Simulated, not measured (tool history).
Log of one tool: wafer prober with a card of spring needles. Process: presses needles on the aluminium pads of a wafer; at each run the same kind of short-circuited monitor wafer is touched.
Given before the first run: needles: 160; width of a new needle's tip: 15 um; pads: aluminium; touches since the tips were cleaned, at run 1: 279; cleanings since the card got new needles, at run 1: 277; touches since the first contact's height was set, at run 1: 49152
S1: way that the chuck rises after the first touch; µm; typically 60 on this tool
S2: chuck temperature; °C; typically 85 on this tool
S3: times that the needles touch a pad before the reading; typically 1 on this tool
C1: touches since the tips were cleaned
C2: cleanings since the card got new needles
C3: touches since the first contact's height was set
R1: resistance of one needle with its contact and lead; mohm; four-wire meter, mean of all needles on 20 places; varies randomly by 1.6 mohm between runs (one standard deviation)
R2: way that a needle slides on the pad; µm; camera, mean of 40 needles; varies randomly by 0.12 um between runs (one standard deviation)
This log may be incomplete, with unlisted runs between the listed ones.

run	hour	S1	S2	S3	C1	C2	C3	R1	R2
1	0.0	60	85	1	279	277	49152	157	13.47
# hour 7.5: tips cleaned on abrasive film
# hour 14.9: tips cleaned on abrasive film
# hour 24.3: tips cleaned on abrasive film
# hour 33.6: tips cleaned on abrasive film
# hour 42.9: tips cleaned on abrasive film
# hour 52.2: tips cleaned on abrasive film
# hour 59.7: tips cleaned on abrasive film
# hour 69.0: tips cleaned on abrasive film
# hour 78.3: tips cleaned on abrasive film
# hour 87.6: tips cleaned on abrasive film
2	89.8	63	85	1	670	287	76533	156	14.25
# hour 95.4: tips cleaned on abrasive film
# hour 97.5: height of the first contact set anew
# hour 105.0: tips cleaned on abrasive film
# hour 114.3: tips cleaned on abrasive film
# hour 121.8: tips cleaned on abrasive film
# hour 131.1: tips cleaned on abrasive film
# hour 140.4: tips cleaned on abrasive film
# hour 149.7: tips cleaned on abrasive film
# hour 159.0: tips cleaned on abrasive film
# hour 168.3: tips cleaned on abrasive film
3	172.6	63	85	1	1324	296	22920	157	14.24
# hour 176.4: tips cleaned on abrasive film
# hour 185.7: tips cleaned on abrasive film
# hour 195.0: tips cleaned on abrasive film
# hour 204.4: tips cleaned on abrasive film
# hour 213.7: tips cleaned on abrasive film
# hour 223.0: tips cleaned on abrasive film
# hour 230.5: tips cleaned on abrasive film
# hour 239.8: tips cleaned on abrasive film
# hour 249.1: tips cleaned on abrasive film
# hour 256.5: tips cleaned on abrasive film
4	259.7	60	85	2	958	306	49454	160	13.24
# hour 265.3: tips cleaned on abrasive film
# hour 274.6: tips cleaned on abrasive film
# hour 283.9: tips cleaned on abrasive film
# hour 293.2: tips cleaned on abrasive film
# hour 302.5: tips cleaned on abrasive film
# hour 311.8: tips cleaned on abrasive film
# hour 321.2: tips cleaned on abrasive film
5	325.4	60	85	2	1299	313	69507	162	13.51
# hour 329.1: tips cleaned on abrasive film
# hour 336.6: tips cleaned on abrasive film
# hour 345.9: tips cleaned on abrasive film
# hour 355.2: tips cleaned on abrasive film
# hour 355.5: height of the first contact set anew
# hour 364.8: tips cleaned on abrasive film
# hour 374.2: tips cleaned on abrasive film
# hour 383.5: tips cleaned on abrasive film
# hour 392.8: tips cleaned on abrasive film
# hour 400.3: tips cleaned on abrasive film
# hour 409.6: tips cleaned on abrasive film
# hour 417.0: tips cleaned on abrasive film
6	418.1	60	85	2	335	324	19090	158	13.60
# hour 425.6: tips cleaned on abrasive film
# hour 434.9: tips cleaned on abrasive film
# hour 444.2: tips cleaned on abrasive film
# hour 453.5: tips cleaned on abrasive film
# hour 462.8: tips cleaned on abrasive film
# hour 472.2: tips cleaned on abrasive film
# hour 481.5: tips cleaned on abrasive film
# hour 490.8: tips cleaned on abrasive film
# hour 500.1: tips cleaned on abrasive film
7	501.0	60	85	2	296	333	44392	160	13.39
# hour 508.5: tips cleaned on abrasive film
# hour 517.8: tips cleaned on abrasive film
# hour 525.3: tips cleaned on abrasive film
# hour 534.6: tips cleaned on abrasive film
# hour 542.1: tips cleaned on abrasive film
# hour 551.4: tips cleaned on abrasive film
# hour 560.7: tips cleaned on abrasive film
# hour 568.2: tips cleaned on abrasive film
# hour 575.7: tips cleaned on abrasive film
8	575.7	60	85	1	0	342	67134	158	13.49
# hour 583.2: tips cleaned on abrasive film
# hour 592.5: tips cleaned on abrasive film
# hour 601.8: tips cleaned on abrasive film
# hour 609.3: tips cleaned on abrasive film
# hour 615.1: height of the first contact set anew
# hour 618.9: tips cleaned on abrasive film
# hour 628.2: tips cleaned on abrasive film
# hour 637.5: tips cleaned on abrasive film
# hour 646.8: tips cleaned on abrasive film
# hour 656.1: tips cleaned on abrasive film
9	662.5	60	85	1	1950	351	14452	159	13.52
# hour 664.4: tips cleaned on abrasive film
# hour 671.9: tips cleaned on abrasive film
# hour 681.2: tips cleaned on abrasive film
# hour 690.5: tips cleaned on abrasive film
# hour 698.0: tips cleaned on abrasive film
# hour 707.3: tips cleaned on abrasive film
# hour 716.6: tips cleaned on abrasive film
# hour 725.9: tips cleaned on abrasive film
# hour 735.2: tips cleaned on abrasive film
10	740.9	72	85	1	1767	360	38381	158	16.25
# hour 742.9: tips cleaned on abrasive film
# hour 750.4: tips cleaned on abrasive film
# hour 759.7: tips cleaned on abrasive film
# hour 769.0: tips cleaned on abrasive film
# hour 778.3: tips cleaned on abrasive film
# hour 790.3: card fitted with new needles
# hour 799.6: tips cleaned on abrasive film
11	801.1	61	64	1	474	1	3316	156	13.81
# hour 808.6: tips cleaned on abrasive film
# hour 817.9: tips cleaned on abrasive film
# hour 827.2: tips cleaned on abrasive film
# hour 834.7: tips cleaned on abrasive film
# hour 844.0: tips cleaned on abrasive film
# hour 853.3: tips cleaned on abrasive film
# hour 860.8: tips cleaned on abrasive film
# hour 869.3: tips cleaned on abrasive film
12	869.3	58	64	1	0	9	24101	155	13.14
# hour 878.6: tips cleaned on abrasive film
# hour 888.0: tips cleaned on abrasive film
# hour 897.3: tips cleaned on abrasive film
# hour 906.6: tips cleaned on abrasive film
# hour 915.9: tips cleaned on abrasive film
13	919.6	58	64	1	1151	14	39460	154	13.15
# hour 923.4: tips cleaned on abrasive film
# hour 932.7: tips cleaned on abrasive film
# hour 940.2: tips cleaned on abrasive film
# hour 949.5: tips cleaned on abrasive film
# hour 956.9: tips cleaned on abrasive film
# hour 966.2: tips cleaned on abrasive film
# hour 975.6: tips cleaned on abrasive film
# hour 984.9: tips cleaned on abrasive film
# hour 994.2: tips cleaned on abrasive film
14	997.6	58	64	1	1053	23	63236	155	12.92
# hour 1003.2: tips cleaned on abrasive film
# hour 1012.5: tips cleaned on abrasive film
# hour 1021.9: tips cleaned on abrasive film
# hour 1031.2: tips cleaned on abrasive film
# hour 1040.5: tips cleaned on abrasive film
# hour 1047.9: tips cleaned on abrasive film
# hour 1048.2: height of the first contact set anew
# hour 1057.6: tips cleaned on abrasive film
# hour 1065.0: tips cleaned on abrasive film
# hour 1074.3: tips cleaned on abrasive film
# hour 1083.7: tips cleaned on abrasive film
# hour 1092.9: tips cleaned on abrasive film
15	1092.9	60	38	2	0	34	13611	148	13.38
# hour 1100.3: tips cleaned on abrasive film
# hour 1109.7: tips cleaned on abrasive film
# hour 1119.0: tips cleaned on abrasive film
# hour 1128.3: tips cleaned on abrasive film
# hour 1137.6: tips cleaned on abrasive film
# hour 1145.1: tips cleaned on abrasive film
16	1148.7	60	26	1	1136	40	30660	148	13.60
# hour 1154.4: tips cleaned on abrasive film
# hour 1161.8: tips cleaned on abrasive film
# hour 1171.2: tips cleaned on abrasive film
# hour 1180.5: tips cleaned on abrasive film
# hour 1187.9: tips cleaned on abrasive film
17	1192.1	60	36	2	1284	45	43879	145	13.72

Run 18 is up next; what results do you expect?
# hour 1195.9: tips cleaned on abrasive film
# hour 1203.4: tips cleaned on abrasive film
# hour 1212.7: tips cleaned on abrasive film
# hour 1222.0: tips cleaned on abrasive film
# hour 1229.4: tips cleaned on abrasive film
# hour 1238.8: tips cleaned on abrasive film
18	1239.0	48	85	1	59	51	58146	?	?

Run 18 came out at R1 158 mohm, R2 10.96 µm.
If the tool had no hidden condition, the same run with the same run-to-run variation would have returned R1 158 mohm, R2 10.97 µm.
